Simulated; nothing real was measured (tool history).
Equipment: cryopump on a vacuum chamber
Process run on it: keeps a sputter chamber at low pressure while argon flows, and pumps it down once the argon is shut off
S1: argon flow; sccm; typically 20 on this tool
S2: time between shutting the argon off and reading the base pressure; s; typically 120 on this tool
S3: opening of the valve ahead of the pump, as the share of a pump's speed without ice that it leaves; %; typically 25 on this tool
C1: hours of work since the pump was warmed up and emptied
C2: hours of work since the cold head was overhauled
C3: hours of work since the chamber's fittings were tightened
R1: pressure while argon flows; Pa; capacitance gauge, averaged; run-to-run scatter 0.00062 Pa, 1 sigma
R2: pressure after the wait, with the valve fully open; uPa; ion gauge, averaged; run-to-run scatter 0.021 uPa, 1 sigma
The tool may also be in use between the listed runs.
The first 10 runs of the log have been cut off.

run,day,S1,S2,S3,C1,C2,C3,R1,R2
11,23.925,20,120,25,369,2579,784,0.0984,1.98
# day 26.725: pump warmed up, emptied and cooled again
12,26.988,20,120,25,5,2631,836,0.091,1.57
13,28.767,20,120,25,37,2663,869,0.0905,1.61
14,30.642,20,120,25,71,2697,903,0.0931,1.74
15,33.267,20,120,25,119,2745,951,0.0931,1.85
16,35.208,20,120,25,155,2781,986,0.0952,1.92
17,36.825,20,120,25,184,2810,1016,0.0944,1.96
18,38.358,20,262,25,212,2838,1044,0.0959,1.94
# day 39.529: leaking fittings of the chamber tightened, without venting
19,40.317,20,48,20,246,2872,14,0.1193,0.97
20,42.438,20,166,19,285,2911,53,0.1262,0.59
21,43.721,34,113,36,309,2935,76,0.1186,0.7
22,45.288,34,29,34,337,2963,105,0.1267,1.58
23,48.062,34,22,38,388,3014,156,0.1168,2.05

Forecast run 24:
# day 49.817: pump warmed up, emptied and cooled again
24,51.262,34,22,38,26,3068,210,?,?

R1: 0.1033 Pa
R2: 2 uPa
The same run, on a tool lacking any hidden state, would have yielded R1 0.1015 Pa, R2 1.68 uPa.
